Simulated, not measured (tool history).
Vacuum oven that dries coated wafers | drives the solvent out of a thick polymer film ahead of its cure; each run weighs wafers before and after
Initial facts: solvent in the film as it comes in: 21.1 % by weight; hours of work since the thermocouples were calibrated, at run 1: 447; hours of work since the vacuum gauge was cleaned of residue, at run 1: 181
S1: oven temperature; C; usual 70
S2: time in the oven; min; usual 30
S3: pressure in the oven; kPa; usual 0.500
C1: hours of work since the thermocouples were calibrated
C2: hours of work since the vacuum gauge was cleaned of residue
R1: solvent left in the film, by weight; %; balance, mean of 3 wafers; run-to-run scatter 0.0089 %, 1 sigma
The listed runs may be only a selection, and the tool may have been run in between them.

run 1 hour=0.0 | S1=70 S2=30 S3=0.500 | C1=447 C2=181 | R1=0.889
run 2 hour=16.7 | S1=70 S2=30 S3=0.500 | C1=456 C2=189 | R1=0.910
run 3 hour=36.3 | S1=70 S2=30 S3=0.585 | C1=465 C2=199 | R1=0.966
run 4 hour=56.0 | S1=70 S2=30 S3=0.585 | C1=475 C2=209 | R1=0.967
run 5 hour=70.7 | S1=70 S2=30 S3=0.950 | C1=483 C2=216 | R1=1.245
run 6 hour=84.3 | S1=70 S2=30 S3=0.950 | C1=489 C2=223 | R1=1.219
run 7 hour=102.0 | S1=70 S2=30 S3=0.950 | C1=498 C2=232 | R1=1.224
run 8 hour=118.9 | S1=70 S2=30 S3=0.950 | C1=507 C2=240 | R1=1.230
run 9 hour=138.0 | S1=70 S2=30 S3=0.950 | C1=516 C2=250 | R1=1.221
run 10 hour=152.4 | S1=70 S2=30 S3=0.950 | C1=523 C2=257 | R1=1.228
run 11 hour=160.9 | S1=82 S2=21 S3=0.950 | C1=528 C2=261 | R1=0.729
run 12 hour=169.9 | S1=71 S2=25 S3=0.500 | C1=532 C2=266 | R1=1.190
run 13 hour=180.1 | S1=71 S2=25 S3=0.500 | C1=537 C2=271 | R1=1.186
run 14 hour=199.4 | S1=80 S2=23 S3=0.500 | C1=547 C2=281 | R1=0.542
run 15 hour=220.5 | S1=60 S2=29 S3=0.324 | C1=557 C2=291 | R1=2.367
run 16 hour=234.2 | S1=60 S2=29 S3=0.324 | C1=564 C2=298 | R1=2.375

Here are 4 independent what-if runs from the current tool condition. What would each one return?
run A hour=255.0 | S1=81 S2=18 S3=1.288 | C1=574 C2=308 | R1=?
run B hour=255.0 | S1=63 S2=24 S3=0.643 | C1=574 C2=308 | R1=?
run C hour=255.0 | S1=70 S2=24 S3=0.298 | C1=574 C2=308 | R1=?
run D hour=255.0 | S1=60 S2=29 S3=1.219 | C1=574 C2=308 | R1=?

run=A R1=1.235
run=B R1=2.835
run=C R1=1.301
run=D R1=3.300
Had the tool no hidden state, the same runs would have come out as:
run=A R1=1.235
run=B R1=2.836
run=C R1=1.302
run=D R1=3.301
